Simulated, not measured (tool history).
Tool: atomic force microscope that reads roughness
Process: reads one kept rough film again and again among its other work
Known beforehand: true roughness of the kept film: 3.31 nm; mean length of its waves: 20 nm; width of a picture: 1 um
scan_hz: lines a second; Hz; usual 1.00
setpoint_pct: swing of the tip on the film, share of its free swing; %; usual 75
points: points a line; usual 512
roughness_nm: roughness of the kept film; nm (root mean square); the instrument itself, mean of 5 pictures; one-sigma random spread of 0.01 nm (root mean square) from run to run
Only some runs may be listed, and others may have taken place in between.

run	day	scan_hz	setpoint_pct	points	roughness_nm
1	0.000	1.00	75	512	1.707
# day 0.396: new tip fitted
2	0.588	1.00	75	512	2.294
3	1.012	1.00	82	512	2.200
4	1.667	1.00	82	512	2.150
5	2.121	1.00	82	512	2.123
6	2.667	1.00	82	512	2.051
7	3.446	1.19	82	512	1.996
8	4.192	1.00	75	301	1.966
9	4.992	3.10	75	512	1.748
10	5.471	0.53	76	512	1.957
11	5.975	0.88	75	806	1.905
12	6.638	1.27	75	448	1.824
13	7.396	2.66	75	364	1.630
14	8.092	2.66	75	364	1.613
15	8.875	2.66	64	364	1.670
# day 9.354: new tip fitted
16	9.425	2.66	64	364	2.153
17	10.204	1.03	75	512	2.145

Here are 4 independent what-if runs from the current tool condition. What would each one return?
A	10.696	1.03	66	512	?
B	10.696	1.00	75	955	?
C	10.696	0.63	78	512	?
D	10.696	1.03	90	563	?

run	roughness_nm
A	2.168
B	2.144
C	2.159
D	1.983
Take away the tool's hidden state, keep each run's random variation, and the runs would have read:
run	roughness_nm
A	2.387
B	2.360
C	2.377
D	2.184
